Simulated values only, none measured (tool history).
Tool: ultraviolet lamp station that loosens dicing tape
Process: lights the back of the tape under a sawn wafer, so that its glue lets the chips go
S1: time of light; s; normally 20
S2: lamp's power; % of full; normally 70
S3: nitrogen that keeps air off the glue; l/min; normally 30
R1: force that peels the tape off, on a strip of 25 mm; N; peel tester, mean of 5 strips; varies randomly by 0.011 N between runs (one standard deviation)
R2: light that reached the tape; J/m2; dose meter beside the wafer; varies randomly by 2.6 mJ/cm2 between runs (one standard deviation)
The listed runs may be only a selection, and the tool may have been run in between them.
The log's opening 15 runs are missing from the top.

run 16 hour=254.2 | S1=12 S2=70 S3=30 | R1=1.132 R2=2010
run 17 hour=277.4 | S1=12 S2=70 S3=30 | R1=1.113 R2=1970
run 18 hour=287.5 | S1=11 S2=65 S3=23 | R1=1.491 R2=1670
run 19 hour=309.7 | S1=12 S2=68 S3=31 | R1=1.167 R2=1900
run 20 hour=321.5 | S1=21 S2=93 S3=21 | R1=0.355 R2=4570
run 21 hour=333.6 | S1=21 S2=93 S3=21 | R1=0.347 R2=4500
run 22 hour=346.0 | S1=16 S2=70 S3=30 | R1=0.803 R2=2630
run 23 hour=360.7 | S1=16 S2=70 S3=32 | R1=0.726 R2=2600
run 24 hour=376.2 | S1=19 S2=90 S3=30 | R1=0.355 R2=3980
run 25 hour=396.3 | S1=11 S2=80 S3=41 | R1=0.933 R2=2010
run 26 hour=415.0 | S1=11 S2=73 S3=12 | R1=1.761 R2=1830
run 27 hour=425.1 | S1=11 S2=73 S3=12 | R1=1.783 R2=1840
run 28 hour=440.2 | S1=20 S2=70 S3=60 | R1=0.371 R2=3210
run 29 hour=458.8 | S1=20 S2=97 S3=40 | R1=0.253 R2=4440
run 30 hour=482.3 | S1=17 S2=63 S3=39 | R1=0.736 R2=2440
run 31 hour=504.2 | S1=17 S2=63 S3=39 | R1=0.790 R2=2450
run 32 hour=521.4 | S1=16 S2=84 S3=14 | R1=0.951 R2=3010

Below are 5 alternative next runs, each starting from the tool's condition after run 32. Predict each:
run A hour=532.2 | S1=12 S2=69 S3=31 | R1=? R2=?
run B hour=532.2 | S1=20 S2=78 S3=30 | R1=? R2=?
run C hour=532.2 | S1=40 S2=71 S3=14 | R1=? R2=?
run D hour=532.2 | S1=18 S2=84 S3=10 | R1=? R2=?
run E hour=532.2 | S1=17 S2=84 S3=40 | R1=? R2=?

run=A R1=1.226 R2=1870
run=B R1=0.482 R2=3550
run=C R1=0.248 R2=6370
run=D R1=0.996 R2=3410
run=E R1=0.466 R2=3200
Stripped of hidden state, with their random variation kept, the same runs would have yielded:
run=A R1=1.083 R2=2060
run=B R1=0.400 R2=3910
run=C R1=0.206 R2=7030
run=D R1=0.864 R2=3760
run=E R1=0.385 R2=3530

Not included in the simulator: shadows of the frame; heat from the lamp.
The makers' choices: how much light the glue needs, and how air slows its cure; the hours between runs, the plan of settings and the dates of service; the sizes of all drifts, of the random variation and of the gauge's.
